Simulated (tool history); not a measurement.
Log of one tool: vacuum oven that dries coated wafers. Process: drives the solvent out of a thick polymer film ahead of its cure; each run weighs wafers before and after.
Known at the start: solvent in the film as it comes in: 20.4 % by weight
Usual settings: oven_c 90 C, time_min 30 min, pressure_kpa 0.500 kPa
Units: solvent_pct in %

run 1 day=0.000 | oven_c=90 time_min=30 pressure_kpa=0.500 | solvent_pct=0.86
run 2 day=0.846 | oven_c=90 time_min=30 pressure_kpa=0.500 | solvent_pct=0.82
run 3 day=1.479 | oven_c=90 time_min=30 pressure_kpa=0.500 | solvent_pct=0.80
run 4 day=1.883 | oven_c=90 time_min=30 pressure_kpa=0.500 | solvent_pct=0.81
run 5 day=2.492 | oven_c=90 time_min=30 pressure_kpa=0.500 | solvent_pct=0.84
run 6 day=2.846 | oven_c=88 time_min=30 pressure_kpa=0.500 | solvent_pct=1.00
run 7 day=3.662 | oven_c=90 time_min=30 pressure_kpa=0.607 | solvent_pct=0.81
run 8 day=4.012 | oven_c=90 time_min=30 pressure_kpa=0.607 | solvent_pct=0.76
run 9 day=4.404 | oven_c=90 time_min=30 pressure_kpa=1.100 | solvent_pct=0.96
run 10 day=4.883 | oven_c=101 time_min=30 pressure_kpa=1.684 | solvent_pct=0.57
run 11 day=5.554 | oven_c=82 time_min=25 pressure_kpa=0.334 | solvent_pct=2.50
run 12 day=6.350 | oven_c=82 time_min=25 pressure_kpa=0.334 | solvent_pct=2.44

The next listed run, before its measurement:
run 13 day=6.788 | oven_c=90 time_min=25 pressure_kpa=0.279 | solvent_pct=?

Run 13 gave solvent_pct 1.13 %.
Without the tool's hidden state the same run would have given solvent_pct 1.12 %.

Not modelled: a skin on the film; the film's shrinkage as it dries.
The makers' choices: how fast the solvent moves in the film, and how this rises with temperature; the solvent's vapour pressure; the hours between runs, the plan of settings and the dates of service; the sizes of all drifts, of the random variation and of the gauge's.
